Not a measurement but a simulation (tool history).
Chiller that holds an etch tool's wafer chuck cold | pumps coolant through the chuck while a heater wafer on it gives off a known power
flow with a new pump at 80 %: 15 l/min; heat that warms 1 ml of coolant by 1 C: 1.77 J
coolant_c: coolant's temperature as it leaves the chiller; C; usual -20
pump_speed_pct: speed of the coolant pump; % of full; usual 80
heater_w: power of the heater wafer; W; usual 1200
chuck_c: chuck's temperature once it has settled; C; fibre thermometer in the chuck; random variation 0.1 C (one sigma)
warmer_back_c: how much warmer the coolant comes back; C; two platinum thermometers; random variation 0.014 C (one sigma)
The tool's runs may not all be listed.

run     day  coolant_c  pump_speed_pct  heater_w  chuck_c  warmer_back_c
  1       0        -20              80      1200    -12.7           2.72
  2   5.508        -20              80      1200    -12.9           2.69
  3   9.767        -20              80      1200    -12.9           2.69
  4  13.008        -20              80      1200    -12.6           2.71
  5  17.979        -20              80      1200    -12.8           2.74
  6  22.733        -20              80      1200    -12.8           2.72
  7  25.642        -20              80      1200    -12.7            2.7
  8  29.967        -25              80      1200    -17.8           2.71
  9  33.496        -13             100       707     -9.3           1.25
 10  39.783        -26              69      1338    -16.7           3.58
     43.183  -- chiller's thermometer calibrated
 11  44.304        -26              68       952    -19.4           2.59
 12  47.038        -26              68       952    -19.5           2.58
 13  52.704        -29              64       876    -22.6           2.55
 14  56.612        -16              99       838    -11.7           1.49
 15  61.458        -20              78       696    -15.7           1.63

3 ways to go on from here, each from the tool as it stands after run 15. What would each give?
  A  65.167        -27              78       696        ?              ?
  B  65.167        -22              80      1452        ?              ?
  C  65.167        -23              70       696        ?              ?

run  chuck_c  warmer_back_c
  A    -22.6           1.59
  B    -13.1            3.3
  C    -18.3           1.85
Without the tool's hidden state the same runs would have given:
run  chuck_c  warmer_back_c
  A    -22.7           1.59
  B    -13.1           3.29
  C    -18.4           1.84
